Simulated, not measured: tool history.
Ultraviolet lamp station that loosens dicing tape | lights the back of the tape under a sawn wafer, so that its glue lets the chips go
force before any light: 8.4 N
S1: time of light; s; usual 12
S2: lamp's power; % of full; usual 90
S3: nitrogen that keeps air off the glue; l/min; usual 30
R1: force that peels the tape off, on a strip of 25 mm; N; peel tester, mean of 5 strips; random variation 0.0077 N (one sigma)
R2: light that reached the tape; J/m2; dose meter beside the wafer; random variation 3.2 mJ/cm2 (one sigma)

run     day  S1  S2  S3     R1    R2
  1   0.000  12  90  30  0.385  4410
  2   0.575  12  90  30  0.387  4410
  3   1.621  12  90  30  0.389  4300
  4   2.542  12  90  30  0.409  4300
      3.533  -- window cleaned of glue's vapour
  5   3.554  17  90  30  0.188  6420
  6   4.250  17  90  30  0.181  6390
  7   4.725  12  69  30  0.671  3450
  8   5.658  12  90  30  0.362  4510
  9   6.796  12  90  30  0.365  4440
 10   7.942  12  90  30  0.386  4390
 11   8.421  12  68  29  0.778  3310
 12   9.362  12  68  29  0.751  3280
 13  10.450  12  60  30  0.949  2920
 14  11.462  12  60  30  0.968  2850
 15  12.067  12  83  12  0.921  3970

Hidden state or all else? Some run-to-run changes of R1, split into what the settings, what came in and random variation would give without the hidden state, and what is left for the hidden state (with any gauge scatter that isn't in both results):
The hidden state here: lamp's light, % of a new lamp's; light that the window lets through, % of a clean one's; drift of the gauge itself on peel_n, %; drift of the gauge itself on dose_mj_cm2, %.
Run 6 -> 7: S1 17 -> 12, S2 90 -> 69. R1 +0.490 N: hidden state +0.112, all else +0.378.
